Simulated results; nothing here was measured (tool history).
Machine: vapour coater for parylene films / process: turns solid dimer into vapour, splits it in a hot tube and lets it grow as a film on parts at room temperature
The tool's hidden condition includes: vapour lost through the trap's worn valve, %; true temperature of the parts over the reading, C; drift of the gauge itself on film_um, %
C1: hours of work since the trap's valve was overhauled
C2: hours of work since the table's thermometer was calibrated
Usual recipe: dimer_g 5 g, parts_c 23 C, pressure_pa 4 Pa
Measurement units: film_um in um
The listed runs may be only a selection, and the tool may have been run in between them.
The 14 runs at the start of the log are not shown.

{"run": 15, "hour": 624.3, "dimer_g": 5, "parts_c": 23, "pressure_pa": 11.88, "C1": 155, "C2": 407, "film_um": 1.123}
{"run": 16, "hour": 663.0, "dimer_g": 7, "parts_c": 23, "pressure_pa": 4, "C1": 186, "C2": 438, "film_um": 1.947}
{"run": 17, "hour": 688.1, "dimer_g": 5, "parts_c": 23, "pressure_pa": 4, "C1": 206, "C2": 458, "film_um": 1.39}
{"run": 18, "hour": 729.2, "dimer_g": 5, "parts_c": 23, "pressure_pa": 4, "C1": 239, "C2": 491, "film_um": 1.397}
{"run": 19, "hour": 771.9, "dimer_g": 5, "parts_c": 23, "pressure_pa": 4, "C1": 273, "C2": 525, "film_um": 1.381}
{"run": 20, "hour": 805.1, "dimer_g": 5, "parts_c": 23, "pressure_pa": 4, "C1": 299, "C2": 552, "film_um": 1.37}
{"run": 21, "hour": 842.6, "dimer_g": 5, "parts_c": 23, "pressure_pa": 4, "C1": 329, "C2": 582, "film_um": 1.39}
{"run": 22, "hour": 872.9, "dimer_g": 5, "parts_c": 23, "pressure_pa": 4, "C1": 354, "C2": 606, "film_um": 1.379}
{"run": 23, "hour": 904.1, "dimer_g": 5, "parts_c": 23, "pressure_pa": 2.14, "C1": 378, "C2": 631, "film_um": 1.555}
{"run": 24, "hour": 962.4, "dimer_g": 5, "parts_c": 23, "pressure_pa": 11.4, "C1": 425, "C2": 677, "film_um": 1.134}
{"run": 25, "hour": 1016.6, "dimer_g": 5, "parts_c": 23, "pressure_pa": 11.4, "C1": 468, "C2": 721, "film_um": 1.122}
{"run": 26, "hour": 1068.1, "dimer_g": 7, "parts_c": 20, "pressure_pa": 6.17, "C1": 509, "C2": 762, "film_um": 1.92}
{"run": 27, "hour": 1094.3, "dimer_g": 2, "parts_c": 20, "pressure_pa": 4.47, "C1": 530, "C2": 783, "film_um": 0.569}
{"run": 28, "hour": 1145.2, "dimer_g": 5, "parts_c": 26, "pressure_pa": 4, "C1": 571, "C2": 824, "film_um": 1.282}

Run 29 has not been measured yet. What should we expect?
{"hour": 1169.4, "done": "trap's valve overhauled"}
{"run": 29, "hour": 1209.7, "dimer_g": 3, "parts_c": 35, "pressure_pa": 4, "C1": 32, "C2": 872, "film_um": "?"}

{"run 29": {"film_um": 0.633}}
The same run, on a tool lacking any hidden state, would have yielded film_um 0.633 um.
